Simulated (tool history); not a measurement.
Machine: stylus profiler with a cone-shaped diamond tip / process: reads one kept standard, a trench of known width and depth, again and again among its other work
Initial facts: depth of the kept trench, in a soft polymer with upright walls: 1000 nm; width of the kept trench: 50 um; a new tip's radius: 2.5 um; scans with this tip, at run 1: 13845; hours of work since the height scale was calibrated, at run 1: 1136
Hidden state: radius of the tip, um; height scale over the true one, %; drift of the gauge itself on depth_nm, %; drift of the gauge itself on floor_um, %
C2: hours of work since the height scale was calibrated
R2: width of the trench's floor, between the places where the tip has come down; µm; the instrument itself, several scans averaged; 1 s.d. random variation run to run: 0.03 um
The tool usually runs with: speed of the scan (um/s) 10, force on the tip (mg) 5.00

Run 1, hour 0.0: usual settings; scans with this tip 13845; C2 1136. Result: depth of the trench (Å) 10110.4, R2 45.94 µm.
Run 2, hour 53.1: usual settings but force on the tip (mg) 11.63; scans with this tip 14186; C2 1164. Result: depth of the trench (Å) 10191.6, R2 45.93 µm.
Run 3, hour 121.6: usual settings but force on the tip (mg) 11.63; scans with this tip 14625; C2 1200. Result: depth of the trench (Å) 10188.7, R2 45.96 µm.
Run 4, hour 168.0: usual settings; scans with this tip 14924; C2 1225. Result: depth of the trench (Å) 10109.7, R2 45.91 µm.
Run 5, hour 248.7: usual settings; scans with this tip 15442; C2 1267. Result: depth of the trench (Å) 10105.9, R2 45.95 µm.
Run 6, hour 329.5: usual settings; scans with this tip 15961; C2 1310. Result: depth of the trench (Å) 10105.0, R2 45.94 µm.
Run 7, hour 400.9: usual settings but force on the tip (mg) 6.07; scans with this tip 16420; C2 1347. Result: depth of the trench (Å) 10124.0, R2 45.93 µm.
Run 8, hour 470.0: usual settings but force on the tip (mg) 11.14; scans with this tip 16863; C2 1384. Result: depth of the trench (Å) 10186.5, R2 46.00 µm.
Run 9, hour 542.3: usual settings but force on the tip (mg) 11.14; scans with this tip 17327; C2 1422. Result: depth of the trench (Å) 10188.7, R2 45.96 µm.
Run 10, hour 617.8: usual settings but force on the tip (mg) 11.14; scans with this tip 17812; C2 1462. Result: depth of the trench (Å) 10184.3, R2 45.98 µm.
Run 11, hour 675.5: usual settings but force on the tip (mg) 11.14; scans with this tip 18183; C2 1492. Result: depth of the trench (Å) 10185.8, R2 45.93 µm.
Run 12, hour 752.4: usual settings but force on the tip (mg) 10.55; scans with this tip 18677; C2 1533. Result: depth of the trench (Å) 10181.5, R2 45.90 µm.
Run 13, hour 811.7: usual settings but force on the tip (mg) 10.55; scans with this tip 19058; C2 1564. Result: depth of the trench (Å) 10179.2, R2 45.94 µm.
Run 14, hour 891.5: usual settings but force on the tip (mg) 10.55; scans with this tip 19570; C2 1606. Result: depth of the trench (Å) 10180.4, R2 45.93 µm.
Run 15, hour 926.6: usual settings but speed of the scan (um/s) 5; scans with this tip 19796; C2 1624. Result: depth of the trench (Å) 10109.3, R2 45.94 µm.
Run 16, hour 972.7: usual settings but speed of the scan (um/s) 5; scans with this tip 20092; C2 1649. Result: depth of the trench (Å) 10108.4, R2 45.96 µm.
Run 17, hour 1031.2: usual settings but speed of the scan (um/s) 21; scans with this tip 20468; C2 1680. Result: depth of the trench (Å) 10111.1, R2 45.88 µm.
Run 18, hour 1076.6: usual settings but speed of the scan (um/s) 21; scans with this tip 20759; C2 1704. Result: depth of the trench (Å) 10110.5, R2 45.87 µm.
Run 19, hour 1112.9: usual settings; scans with this tip 20992; C2 1723. Result: depth of the trench (Å) 10108.7, R2 45.92 µm.
Run 20, hour 1171.8: usual settings; scans with this tip 21371; C2 1754. Result: depth of the trench (Å) 10107.8, R2 45.95 µm.
Run 21, hour 1248.6: usual settings; scans with this tip 21864; C2 1794. Result: depth of the trench (Å) 10109.7, R2 45.91 µm.
Run 22, hour 1284.9: usual settings but speed of the scan (um/s) 3; scans with this tip 22097; C2 1813. Result: depth of the trench (Å) 10106.6, R2 45.96 µm.
Run 23, hour 1348.0: usual settings but speed of the scan (um/s) 3; scans with this tip 22502; C2 1847. Result: depth of the trench (Å) 10110.7, R2 45.95 µm.
Run 24, hour 1394.1: usual settings but speed of the scan (um/s) 12, force on the tip (mg) 7.70; scans with this tip 22799; C2 1871. Result: depth of the trench (Å) 10143.4, R2 45.93 µm.
Run 25, hour 1467.8: usual settings but speed of the scan (um/s) 27, force on the tip (mg) 2.62; scans with this tip 23272; C2 1910. Result: depth of the trench (Å) 10067.9, R2 45.82 µm.
Run 26, hour 1503.4: usual settings but speed of the scan (um/s) 2, force on the tip (mg) 6.67; scans with this tip 23500; C2 1928. Result: depth of the trench (Å) 10131.9, R2 45.97 µm.
Run 27, hour 1560.3: usual settings but speed of the scan (um/s) 4, force on the tip (mg) 5.48; scans with this tip 23866; C2 1958. Result: depth of the trench (Å) 10115.9, R2 45.95 µm.
Run 28, hour 1593.8: usual settings but speed of the scan (um/s) 3, force on the tip (mg) 7.35; scans with this tip 24081; C2 1976. Result: depth of the trench (Å) 10139.8, R2 45.94 µm.
Run 29, hour 1659.8: usual settings but speed of the scan (um/s) 17, force on the tip (mg) 2.11; scans with this tip 24505; C2 2011. Result: depth of the trench (Å) 10063.2, R2 45.86 µm.
Run 30, hour 1711.3: usual settings but speed of the scan (um/s) 6; scans with this tip 24836; C2 2038. Result: depth of the trench (Å) 10106.4, R2 45.89 µm.
Run 31, hour 1745.1: usual settings but force on the tip (mg) 12.50; scans with this tip 25053; C2 2056. Result: depth of the trench (Å) 10199.8, R2 45.94 µm.
Run 32, hour 1792.6: usual settings but speed of the scan (um/s) 13, force on the tip (mg) 10.80; scans with this tip 25358; C2 2081. Result: depth of the trench (Å) 10183.4, R2 45.98 µm.
Run 33, hour 1868.0: usual settings but speed of the scan (um/s) 3, force on the tip (mg) 1.95; scans with this tip 25842; C2 2121. Result: depth of the trench (Å) 10059.8, R2 45.95 µm.
At hour 1873.4: height scale calibrated on a step standard.
Run 34, hour 1904.2: usual settings but speed of the scan (um/s) 35, force on the tip (mg) 14.80; scans with this tip 26072; C2 16. Result: depth of the trench (Å) 10224.2, R2 45.86 µm.
Run 35, hour 1979.5: usual settings but force on the tip (mg) 1.82; scans with this tip 26555; C2 56. Result: depth of the trench (Å) 10056.2, R2 45.82 µm.
Run 36, hour 2053.1: usual settings but speed of the scan (um/s) 3, force on the tip (mg) 13.54; scans with this tip 27028; C2 95. Result: depth of the trench (Å) 10215.0, R2 45.95 µm.
Run 37, hour 2095.3: usual settings but speed of the scan (um/s) 3, force on the tip (mg) 13.54; scans with this tip 27299; C2 117. Result: depth of the trench (Å) 10214.7, R2 45.96 µm.
Run 38, hour 2174.8: usual settings but speed of the scan (um/s) 4, force on the tip (mg) 10.25; scans with this tip 27809; C2 159. Result: depth of the trench (Å) 10173.0, R2 45.97 µm.
Run 39, hour 2229.7: usual settings but speed of the scan (um/s) 11, force on the tip (mg) 4.38; scans with this tip 28162; C2 188. Result: depth of the trench (Å) 10102.4, R2 45.89 µm.
Run 40, hour 2277.6: usual settings but speed of the scan (um/s) 11, force on the tip (mg) 12.74; scans with this tip 28470; C2 213. Result: depth of the trench (Å) 10206.3, R2 45.96 µm.
Run 41, hour 2316.0: usual settings but speed of the scan (um/s) 11, force on the tip (mg) 12.74; scans with this tip 28716; C2 233. Result: depth of the trench (Å) 10199.6, R2 45.89 µm.
Run 42, hour 2360.3: usual settings but speed of the scan (um/s) 17, force on the tip (mg) 1.71; scans with this tip 29001; C2 257. Result: depth of the trench (Å) 10054.0, R2 45.82 µm.
Run 43, hour 2439.7: usual settings but speed of the scan (um/s) 36, force on the tip (mg) 9.05; scans with this tip 29511; C2 298. Result: depth of the trench (Å) 10160.8, R2 45.84 µm.
Run 44, hour 2481.7: usual settings but speed of the scan (um/s) 36, force on the tip (mg) 9.05; scans with this tip 29781; C2 321. Result: depth of the trench (Å) 10159.2, R2 45.82 µm.
At hour 2539.8: new tip fitted, height scale calibrated.
Run 45, hour 2564.1: usual settings but speed of the scan (um/s) 6, force on the tip (mg) 4.60; scans with this tip 156; C2 13. Result: depth of the trench (Å) 10102.5, R2 46.01 µm.

Alternative continuations, all from the tool just after run 45; predict every row:
Run A, hour 2604.6: usual settings but speed of the scan (um/s) 7, force on the tip (mg) 1.90; scans with this tip 416; C2 34. Result: depth of the trench (Å) ?, R2 ?.
Run B, hour 2604.6: usual settings but speed of the scan (um/s) 6, force on the tip (mg) 11.65; scans with this tip 416; C2 34. Result: depth of the trench (Å) ?, R2 ?.
Run C, hour 2604.6: usual settings but speed of the scan (um/s) 26; scans with this tip 416; C2 34. Result: depth of the trench (Å) ?, R2 ?.

run  depth of the trench (Å)     R2
  A                  10058.9  45.97
  B                  10192.9  45.94
  C                  10111.3  45.85
The same runs, with their run-to-run variation unchanged, on a tool lacking any hidden condition would have given:
run  depth of the trench (Å)     R2
  A                  10058.9  45.97
  B                  10193.0  45.94
  C                  10111.4  45.85
